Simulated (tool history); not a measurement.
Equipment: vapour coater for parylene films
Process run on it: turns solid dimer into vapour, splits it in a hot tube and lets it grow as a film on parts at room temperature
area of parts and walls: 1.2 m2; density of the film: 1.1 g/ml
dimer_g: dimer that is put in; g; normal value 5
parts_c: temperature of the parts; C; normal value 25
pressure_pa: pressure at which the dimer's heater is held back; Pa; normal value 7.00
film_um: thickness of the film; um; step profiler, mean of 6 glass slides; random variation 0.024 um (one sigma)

run 1 hour=0.0 | dimer_g=5 parts_c=25 pressure_pa=7.00 | film_um=2.73
run 2 hour=8.5 | dimer_g=5 parts_c=29 pressure_pa=7.00 | film_um=2.55
run 3 hour=27.4 | dimer_g=5 parts_c=25 pressure_pa=7.00 | film_um=2.79
run 4 hour=38.4 | dimer_g=5 parts_c=25 pressure_pa=7.00 | film_um=2.77
run 5 hour=50.7 | dimer_g=5 parts_c=25 pressure_pa=7.00 | film_um=2.75
run 6 hour=68.2 | dimer_g=5 parts_c=25 pressure_pa=7.00 | film_um=2.72
run 7 hour=76.9 | dimer_g=5 parts_c=25 pressure_pa=2.73 | film_um=3.35
run 8 hour=88.5 | dimer_g=5 parts_c=25 pressure_pa=2.73 | film_um=3.30
run 9 hour=104.7 | dimer_g=5 parts_c=25 pressure_pa=7.18 | film_um=2.65
run 10 hour=123.3 | dimer_g=5 parts_c=25 pressure_pa=7.18 | film_um=2.66
run 11 hour=138.6 | dimer_g=5 parts_c=25 pressure_pa=7.18 | film_um=2.61
run 12 hour=154.9 | dimer_g=5 parts_c=25 pressure_pa=7.18 | film_um=2.66
run 13 hour=164.9 | dimer_g=4 parts_c=25 pressure_pa=7.18 | film_um=2.13
-- hour=169.8 trap's valve overhauled
run 14 hour=182.7 | dimer_g=4 parts_c=25 pressure_pa=7.18 | film_um=1.98
run 15 hour=195.1 | dimer_g=4 parts_c=25 pressure_pa=7.18 | film_um=1.96
-- hour=204.7 trap's valve overhauled, once more
run 16 hour=217.9 | dimer_g=5 parts_c=25 pressure_pa=7.00 | film_um=2.82
run 17 hour=229.2 | dimer_g=5 parts_c=25 pressure_pa=7.00 | film_um=2.80
run 18 hour=247.9 | dimer_g=5 parts_c=25 pressure_pa=7.00 | film_um=2.78
run 19 hour=257.7 | dimer_g=5 parts_c=25 pressure_pa=7.00 | film_um=2.78
run 20 hour=269.0 | dimer_g=9 parts_c=26 pressure_pa=8.31 | film_um=4.71
run 21 hour=288.2 | dimer_g=7 parts_c=22 pressure_pa=7.00 | film_um=4.08
run 22 hour=305.7 | dimer_g=7 parts_c=22 pressure_pa=7.00 | film_um=3.99
run 23 hour=321.7 | dimer_g=7 parts_c=28 pressure_pa=7.00 | film_um=3.59
run 24 hour=333.1 | dimer_g=8 parts_c=28 pressure_pa=5.12 | film_um=4.35
run 25 hour=343.7 | dimer_g=8 parts_c=28 pressure_pa=5.12 | film_um=4.43
run 26 hour=355.0 | dimer_g=2 parts_c=22 pressure_pa=5.12 | film_um=1.23
run 27 hour=371.0 | dimer_g=2 parts_c=22 pressure_pa=5.12 | film_um=1.20
run 28 hour=382.5 | dimer_g=2 parts_c=22 pressure_pa=5.12 | film_um=1.24
run 29 hour=394.4 | dimer_g=5 parts_c=31 pressure_pa=7.00 | film_um=2.39
run 30 hour=403.7 | dimer_g=5 parts_c=32 pressure_pa=5.72 | film_um=2.48
run 31 hour=417.2 | dimer_g=5 parts_c=32 pressure_pa=5.72 | film_um=2.45
run 32 hour=427.5 | dimer_g=2 parts_c=36 pressure_pa=3.88 | film_um=1.01
run 33 hour=442.0 | dimer_g=2 parts_c=36 pressure_pa=3.88 | film_um=0.96

Subtracting, for every run, the result it would have given without the tool's unlogged condition from the measured result gives the following. The same run-to-run variation enters both numbers; the gauge's scatter may not:
Hidden state present: vapour lost through the trap's worn valve, %; true temperature of the parts over the reading, C; drift of the gauge itself on film_um, %.
run=1 film_um=-0.04
run=2 film_um=-0.05
run=3 film_um=-0.07
run=4 film_um=-0.08
run=5 film_um=-0.09
run=6 film_um=-0.10
run=7 film_um=-0.13
run=8 film_um=-0.15
run=9 film_um=-0.13
run=10 film_um=-0.15
run=11 film_um=-0.16
run=12 film_um=-0.18
run=13 film_um=-0.14
run=14 film_um=-0.26
run=15 film_um=-0.27
run=16 film_um=-0.02
run=17 film_um=-0.02
run=18 film_um=-0.04
run=19 film_um=-0.05
run=20 film_um=-0.09
run=21 film_um=-0.10
run=22 film_um=-0.13
run=23 film_um=-0.13
run=24 film_um=-0.18
run=25 film_um=-0.20
run=26 film_um=-0.06
run=27 film_um=-0.06
run=28 film_um=-0.07
run=29 film_um=-0.15
run=30 film_um=-0.15
run=31 film_um=-0.17
run=32 film_um=-0.07
run=33 film_um=-0.08

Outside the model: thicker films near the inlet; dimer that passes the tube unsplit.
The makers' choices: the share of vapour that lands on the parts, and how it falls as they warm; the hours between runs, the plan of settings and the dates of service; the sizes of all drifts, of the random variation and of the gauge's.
